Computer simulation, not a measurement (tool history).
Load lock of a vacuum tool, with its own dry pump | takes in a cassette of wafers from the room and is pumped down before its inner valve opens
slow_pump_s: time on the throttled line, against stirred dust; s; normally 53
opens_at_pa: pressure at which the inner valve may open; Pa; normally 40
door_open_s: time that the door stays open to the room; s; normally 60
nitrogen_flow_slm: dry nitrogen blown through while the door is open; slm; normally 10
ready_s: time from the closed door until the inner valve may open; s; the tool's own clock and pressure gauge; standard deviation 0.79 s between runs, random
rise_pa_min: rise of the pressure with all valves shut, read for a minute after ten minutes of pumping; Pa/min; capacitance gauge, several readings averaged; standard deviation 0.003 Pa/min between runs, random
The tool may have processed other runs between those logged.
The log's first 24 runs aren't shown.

| run | hour | slow_pump_s | opens_at_pa | door_open_s | nitrogen_flow_slm | hours that the pump has run since its overhaul | times that the door has closed on its seal | incoming humidity of the room's air, % | ready_s | rise_pa_min |
|---|---|---|---|---|---|---|---|---|---|---|
| 25 | 4874.9 | 77 | 35 | 80 | 19 | 6895 | 32575 | 46.2 | 148.2 | 0.153 |
| 26 | 5122.2 | 102 | 40 | 60 | 10 | 7142 | 33204 | 39.4 | 166.7 | 0.148 |
| 27 | 5330.4 | 102 | 60 | 60 | 10 | 7350 | 33733 | 43.0 | 160.6 | 0.159 |
| 28 | 5581.8 | 67 | 60 | 80 | 14 | 7602 | 34372 | 46.1 | 135.8 | 0.162 |
| 29 | 5829.0 | 69 | 60 | 65 | 14 | 7849 | 35000 | 45.3 | 138.1 | 0.154 |
| 30 | 6019.2 | 48 | 35 | 65 | 17 | 8039 | 35484 | 47.3 | 131.7 | 0.157 |
| 31 | 6149.7 | 53 | 33 | 131 | 10 | 8170 | 35816 | 46.0 | 132.2 | 0.197 |
| 32 | 6290.8 | 53 | 45 | 60 | 15 | 8311 | 36174 | 46.4 | 128.0 | 0.163 |
| 33 | 6567.5 | 41 | 40 | 46 | 10 | 8588 | 36878 | 41.0 | 123.4 | 0.159 |

Below are 3 alternative next runs, each starting from the tool's condition after run 33. Predict each:
| A | 6771.7 | 41 | 68 | 83 | 10 | 8792 | 37397 | 47.3 | ? | ? |
| B | 6771.7 | 27 | 34 | 46 | 28 | 8792 | 37397 | 45.9 | ? | ? |
| C | 6771.7 | 35 | 40 | 32 | 44 | 8792 | 37397 | 46.1 | ? | ? |

| run | ready_s | rise_pa_min |
|---|---|---|
| A | 116.4 | 0.184 |
| B | 117.5 | 0.159 |
| C | 120.2 | 0.152 |
Had the tool no hidden state, the same runs would have come out as:
| run | ready_s | rise_pa_min |
|---|---|---|
| A | 106.3 | 0.046 |
| B | 105.6 | 0.021 |
| C | 108.9 | 0.013 |
